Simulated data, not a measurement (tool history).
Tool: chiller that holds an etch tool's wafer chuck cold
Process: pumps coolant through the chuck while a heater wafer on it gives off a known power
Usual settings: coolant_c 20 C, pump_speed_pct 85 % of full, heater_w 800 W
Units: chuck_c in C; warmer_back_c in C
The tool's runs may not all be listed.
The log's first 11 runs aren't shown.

run    hour  coolant_c  pump_speed_pct  heater_w  chuck_c  warmer_back_c
 12   511.5         29              85       800     33.9           2.03
 13   539.5         29              85       800     33.9           1.99
 14   580.4         29              85       800     33.8           2.03
 15   615.7         20              85       800     24.9           2.07
 16   656.7         20              85       800     24.8           2.01
 17   702.7         20              85       800     24.7           2.11
 18   737.5         20              85       962     26.0           2.45
 19   785.7         24              65       800     29.7           2.76
      789.3  -- chiller's thermometer calibrated
 20   822.1         24              65       800     29.5           2.77
 21   865.4         22              81      1016     28.1           2.75
 22   909.5         22              81      1016     28.4           2.76
      956.5  -- chiller's thermometer calibrated, once more
 23   960.6         22              81      1016     28.9           2.77
 24   990.6         20              69      1048     27.7           3.39
 25  1020.3         13              77       800     18.6           2.32
 26  1072.7         19              75       800     24.7           2.35
 27  1098.9         19              75       800     24.7           2.35
 28  1155.5         15              66       940     22.2           3.21
 29  1204.7         21              72       634     25.5           1.95
 30  1237.3         21              72       634     25.9           2.05
 31  1270.8         21              72       634     25.7           1.96

Forecast run 32:
 32  1326.6         21              72       634        ?              ?

{"run 32": {"chuck_c": 25.8, "warmer_back_c": 1.97}}
Without the tool's hidden state the same run would have given chuck_c 25.6 C, warmer_back_c 1.93 C.
